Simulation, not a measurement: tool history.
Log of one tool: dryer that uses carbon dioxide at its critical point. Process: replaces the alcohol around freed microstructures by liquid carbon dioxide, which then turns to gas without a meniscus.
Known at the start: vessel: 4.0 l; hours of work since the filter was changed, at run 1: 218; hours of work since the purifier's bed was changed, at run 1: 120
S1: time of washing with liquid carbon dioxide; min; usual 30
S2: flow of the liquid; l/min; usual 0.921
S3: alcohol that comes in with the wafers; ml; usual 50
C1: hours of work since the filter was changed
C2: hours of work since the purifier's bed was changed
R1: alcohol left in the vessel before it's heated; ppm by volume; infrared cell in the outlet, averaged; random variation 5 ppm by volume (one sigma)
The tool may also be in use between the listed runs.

{"run": 1, "hour": 0.0, "S1": 30, "S2": 0.921, "S3": 50, "C1": 218, "C2": 120, "R1": 105}
{"run": 2, "hour": 28.3, "S1": 30, "S2": 1.227, "S3": 50, "C1": 228, "C2": 131, "R1": 55}
{"run": 3, "hour": 52.4, "S1": 30, "S2": 1.227, "S3": 50, "C1": 237, "C2": 139, "R1": 56}
{"run": 4, "hour": 88.4, "S1": 30, "S2": 1.227, "S3": 50, "C1": 250, "C2": 152, "R1": 61}
{"run": 5, "hour": 118.4, "S1": 30, "S2": 1.227, "S3": 50, "C1": 260, "C2": 163, "R1": 61}
{"run": 6, "hour": 155.9, "S1": 30, "S2": 1.227, "S3": 50, "C1": 274, "C2": 176, "R1": 65}
{"run": 7, "hour": 191.6, "S1": 30, "S2": 0.921, "S3": 26, "C1": 286, "C2": 189, "R1": 90}
{"run": 8, "hour": 213.3, "S1": 30, "S2": 0.921, "S3": 106, "C1": 294, "C2": 197, "R1": 205}
{"run": 9, "hour": 242.7, "S1": 30, "S2": 0.921, "S3": 106, "C1": 305, "C2": 207, "R1": 199}
{"run": 10, "hour": 265.9, "S1": 24, "S2": 0.921, "S3": 73, "C1": 313, "C2": 216, "R1": 340}
{"run": 11, "hour": 284.1, "S1": 24, "S2": 0.921, "S3": 73, "C1": 320, "C2": 222, "R1": 340}
{"run": 12, "hour": 311.9, "S1": 28, "S2": 1.113, "S3": 58, "C1": 329, "C2": 232, "R1": 118}
{"run": 13, "hour": 340.4, "S1": 47, "S2": 1.019, "S3": 21, "C1": 340, "C2": 242, "R1": 58}
{"run": 14, "hour": 371.9, "S1": 30, "S2": 0.921, "S3": 106, "C1": 351, "C2": 253, "R1": 227}
{"run": 15, "hour": 410.1, "S1": 30, "S2": 0.921, "S3": 106, "C1": 365, "C2": 267, "R1": 222}
{"run": 16, "hour": 451.7, "S1": 21, "S2": 1.335, "S3": 50, "C1": 379, "C2": 282, "R1": 154}
{"run": 17, "hour": 479.3, "S1": 40, "S2": 1.533, "S3": 71, "C1": 389, "C2": 292, "R1": 79}
{"run": 18, "hour": 515.8, "S1": 40, "S2": 1.533, "S3": 71, "C1": 402, "C2": 305, "R1": 77}

Forecast each of these 5 alternatives for the next run:
{"run": "A", "hour": 534.2, "S1": 18, "S2": 0.72, "S3": 115, "C1": 409, "C2": 311, "R1": "?"}
{"run": "B", "hour": 534.2, "S1": 18, "S2": 1.158, "S3": 37, "C1": 409, "C2": 311, "R1": "?"}
{"run": "C", "hour": 534.2, "S1": 40, "S2": 0.68, "S3": 23, "C1": 409, "C2": 311, "R1": "?"}
{"run": "D", "hour": 534.2, "S1": 28, "S2": 0.869, "S3": 37, "C1": 409, "C2": 311, "R1": "?"}
{"run": "E", "hour": 534.2, "S1": 30, "S2": 0.712, "S3": 98, "C1": 409, "C2": 311, "R1": "?"}

run=A R1=2713
run=B R1=300
run=C R1=124
run=D R1=187
run=E R1=557
Without the tool's hidden state the same runs would have given:
run=A R1=1727
run=B R1=115
run=C R1=24
run=D R1=49
run=E R1=240
